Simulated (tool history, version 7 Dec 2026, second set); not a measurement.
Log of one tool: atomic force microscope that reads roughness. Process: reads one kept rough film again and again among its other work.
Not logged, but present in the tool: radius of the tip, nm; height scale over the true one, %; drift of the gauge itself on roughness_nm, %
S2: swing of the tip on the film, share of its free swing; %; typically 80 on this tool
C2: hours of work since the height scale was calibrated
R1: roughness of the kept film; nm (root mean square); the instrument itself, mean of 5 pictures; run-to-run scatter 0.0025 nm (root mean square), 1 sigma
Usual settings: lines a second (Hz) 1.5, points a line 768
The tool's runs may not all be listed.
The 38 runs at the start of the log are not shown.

{"hour": 247.4, "done": "new tip fitted"}
{"run": 39, "hour": 250.7, "lines a second (Hz)": 0.6, "S2": 74, "points a line": 472, "pictures with this tip": 6, "C2": 313, "R1": 1.422}
{"run": 40, "hour": 259.9, "lines a second (Hz)": 0.6, "S2": 74, "points a line": 472, "pictures with this tip": 22, "C2": 319, "R1": 1.415}
{"run": 41, "hour": 265.0, "lines a second (Hz)": 0.67, "S2": 79, "points a line": 768, "pictures with this tip": 31, "C2": 323, "R1": 1.41}
{"run": 42, "hour": 270.3, "lines a second (Hz)": 1.45, "S2": 60, "points a line": 441, "pictures with this tip": 41, "C2": 327, "R1": 1.409}
{"run": 43, "hour": 275.8, "lines a second (Hz)": 1.45, "S2": 60, "points a line": 441, "pictures with this tip": 51, "C2": 331, "R1": 1.402}
{"run": 44, "hour": 282.9, "lines a second (Hz)": 1.45, "S2": 60, "points a line": 441, "pictures with this tip": 63, "C2": 336, "R1": 1.401}
{"run": 45, "hour": 289.3, "lines a second (Hz)": 1.45, "S2": 60, "points a line": 441, "pictures with this tip": 74, "C2": 340, "R1": 1.397}
{"run": 46, "hour": 295.1, "lines a second (Hz)": 1.5, "S2": 83, "points a line": 768, "pictures with this tip": 85, "C2": 344, "R1": 1.341}
{"run": 47, "hour": 300.9, "lines a second (Hz)": 0.77, "S2": 82, "points a line": 721, "pictures with this tip": 95, "C2": 348, "R1": 1.374}
{"run": 48, "hour": 306.4, "lines a second (Hz)": 0.77, "S2": 82, "points a line": 721, "pictures with this tip": 105, "C2": 352, "R1": 1.371}
{"run": 49, "hour": 313.7, "lines a second (Hz)": 1.26, "S2": 60, "points a line": 768, "pictures with this tip": 118, "C2": 357, "R1": 1.394}
{"run": 50, "hour": 317.7, "lines a second (Hz)": 1.26, "S2": 60, "points a line": 326, "pictures with this tip": 125, "C2": 360, "R1": 1.374}
{"run": 51, "hour": 326.1, "lines a second (Hz)": 3.44, "S2": 60, "points a line": 989, "pictures with this tip": 140, "C2": 366, "R1": 1.351}
{"hour": 330.5, "done": "new tip fitted"}
{"run": 52, "hour": 332.2, "lines a second (Hz)": 1.5, "S2": 80, "points a line": 739, "pictures with this tip": 3, "C2": 370, "R1": 1.376}
{"run": 53, "hour": 338.7, "lines a second (Hz)": 1.5, "S2": 80, "points a line": 739, "pictures with this tip": 14, "C2": 375, "R1": 1.376}

What if the next run were any one of these 4? Each begins from the tool's condition after run 53:
{"run": "A", "hour": 344.6, "lines a second (Hz)": 1.27, "S2": 81, "points a line": 792, "pictures with this tip": 25, "C2": 379, "R1": "?"}
{"run": "B", "hour": 344.6, "lines a second (Hz)": 1.5, "S2": 89, "points a line": 652, "pictures with this tip": 25, "C2": 379, "R1": "?"}
{"run": "C", "hour": 344.6, "lines a second (Hz)": 1.5, "S2": 74, "points a line": 739, "pictures with this tip": 25, "C2": 379, "R1": "?"}
{"run": "D", "hour": 344.6, "lines a second (Hz)": 1.02, "S2": 64, "points a line": 634, "pictures with this tip": 25, "C2": 379, "R1": "?"}

run=A R1=1.379
run=B R1=1.333
run=C R1=1.387
run=D R1=1.418
Without the tool's hidden state the same runs would have given:
run=A R1=1.38
run=B R1=1.334
run=C R1=1.388
run=D R1=1.419

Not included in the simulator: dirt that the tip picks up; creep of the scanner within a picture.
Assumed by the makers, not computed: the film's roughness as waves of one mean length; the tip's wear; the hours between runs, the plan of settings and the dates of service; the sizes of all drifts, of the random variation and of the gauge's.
